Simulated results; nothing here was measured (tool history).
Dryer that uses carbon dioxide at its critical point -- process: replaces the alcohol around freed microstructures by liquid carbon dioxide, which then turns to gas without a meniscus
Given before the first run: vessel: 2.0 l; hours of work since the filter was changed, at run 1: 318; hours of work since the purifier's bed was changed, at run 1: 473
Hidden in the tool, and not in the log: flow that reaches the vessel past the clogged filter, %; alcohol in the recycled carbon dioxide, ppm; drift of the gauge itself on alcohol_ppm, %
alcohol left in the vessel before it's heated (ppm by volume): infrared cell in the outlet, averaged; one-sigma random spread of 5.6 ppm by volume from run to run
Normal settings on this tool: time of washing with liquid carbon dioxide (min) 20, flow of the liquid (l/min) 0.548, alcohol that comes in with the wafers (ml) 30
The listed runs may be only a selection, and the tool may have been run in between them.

run    hour  time of washing with liquid carbon dioxide (min)  flow of the liquid (l/min)  alcohol that comes in with the wafers (ml)  hours of work since the filter was changed  hours of work since the purifier's bed was changed  alcohol left in the vessel before it's heated (ppm by volume)
  1     0.0                                                20                       0.548                                          30                                         318                                                 473                                                            238
  2    50.9                                                20                       0.548                                          30                                         355                                                 511                                                            253
  3    94.4                                                20                       0.548                                          30                                         387                                                 543                                                            251
      121.9  -- inlet filter changed
  4   136.4                                                20                       0.548                                          30                                          11                                                 573                                                            200
  5   185.7                                                20                       0.669                                          30                                          47                                                 609                                                            101
  6   213.1                                                20                       0.548                                          30                                          67                                                 630                                                            208
  7   243.6                                                20                       0.548                                          30                                          90                                                 652                                                            211
  8   267.3                                                20                       0.548                                          35                                         107                                                 669                                                            242
  9   315.3                                                20                       0.548                                          35                                         143                                                 705                                                            245
 10   368.9                                                20                       0.548                                          30                                         182                                                 744                                                            222
 11   399.7                                                20                       0.548                                          30                                         205                                                 767                                                            220
 12   452.7                                                20                       0.548                                          30                                         244                                                 806                                                            216
 13   501.6                                                20                       0.548                                          30                                         280                                                 842                                                            237
 14   552.2                                                20                       0.548                                          30                                         317                                                 880                                                            242
 15   589.9                                                21                       0.548                                          30                                         345                                                 907                                                            211
 16   640.2                                                21                       0.548                                          30                                         382                                                 944                                                            223
 17   666.4                                                21                       0.548                                          30                                         402                                                 964                                                            217
      675.2  -- inlet filter changed
 18   692.5                                                21                       0.548                                          30                                          13                                                 982                                                            177
 19   731.9                                                20                       0.548                                          63                                          42                                                1011                                                            406
 20   788.0                                                20                       0.548                                          43                                          83                                                1053                                                            296
 21   825.5                                                20                       0.870                                          30                                         111                                                1080                                                             53
 22   858.8                                                20                       0.870                                          30                                         135                                                1105                                                             66
      893.1  -- purifier's bed changed
 23   914.1                                                20                       0.548                                          30                                         174                                                  16                                                            185
 24   961.5                                                22                       0.348                                          73                                         209                                                  50                                                           1691
 25   993.9                                                22                       0.395                                          73                                         233                                                  74                                                           1145
 26  1030.9                                                22                       0.395                                          73                                         260                                                 102                                                           1157
 27  1054.3                                                13                       0.516                                          54                                         277                                                 119                                                           1814
 28  1109.4                                                13                       0.516                                          54                                         318                                                 160                                                           1921
 29  1153.8                                                13                       0.516                                          54                                         351                                                 192                                                           1974
 30  1194.7                                                20                       0.799                                          25                                         381                                                 222                                                             39
     1232.2  -- inlet filter changed
 31  1242.4                                                20                       0.799                                          25                                           7                                                 257                                                             25
 32  1275.8                                                15                       0.514                                          25                                          32                                                 282                                                            545
 33  1314.8                                                29                       0.736                                          30                                          61                                                 310                                                             21
 34  1360.1                                                17                       0.667                                          85                                          94                                                 344                                                            449
 35  1397.9                                                20                       0.343                                          99                                         122                                                 372                                                           3199
 36  1437.6                                                20                       0.529                                          30                                         151                                                 401                                                            233
 37  1473.0                                                13                       0.548                                          45                                         177                                                 427                                                           1293
 38  1516.0                                                29                       0.548                                          37                                         209                                                 459                                                             48
 39  1545.8                                                20                       0.412                                          45                                         231                                                 481                                                            885
 40  1600.1                                                17                       0.727                                          38                                         271                                                 521                                                            170
 41  1632.6                                                16                       0.548                                          42                                         295                                                 545                                                            699
 42  1688.6                                                23                       0.583                                          44                                         337                                                 586                                                            144
 43  1719.3                                                24                       0.345                                          66                                         359                                                 608                                                           1311
 44  1754.1                                                30                       0.437                                          29                                         385                                                 634                                                            117
 45  1781.9                                                13                       0.438                                         112                                         405                                                 655                                                           6278
     1786.2  -- inlet filter changed
 46  1826.9                                                13                       0.438                                         112                                          30                                                 687                                                           5565

Below are 5 alternative next runs, each starting from the tool's condition after run 46. Predict each:
  A  1859.9                                                18                       0.694                                          37                                          54                                                 711                                                              ?
  B  1859.9                                                13                       0.438                                          85                                          54                                                 711                                                              ?
  C  1859.9                                                26                       0.513                                          20                                          54                                                 711                                                              ?
  D  1859.9                                                24                       0.335                                          30                                          54                                                 711                                                              ?
  E  1859.9                                                32                       0.438                                         111                                          54                                                 711                                                              ?

run  alcohol left in the vessel before it's heated (ppm by volume)
  A                                                            154
  B                                                           4277
  C                                                             82
  D                                                            595
  E                                                            214
Take away the tool's hidden state, keep each run's random variation, and the runs would have read:
run  alcohol left in the vessel before it's heated (ppm by volume)
  A                                                            122
  B                                                           4138
  C                                                             53
  D                                                            548
  E                                                            175

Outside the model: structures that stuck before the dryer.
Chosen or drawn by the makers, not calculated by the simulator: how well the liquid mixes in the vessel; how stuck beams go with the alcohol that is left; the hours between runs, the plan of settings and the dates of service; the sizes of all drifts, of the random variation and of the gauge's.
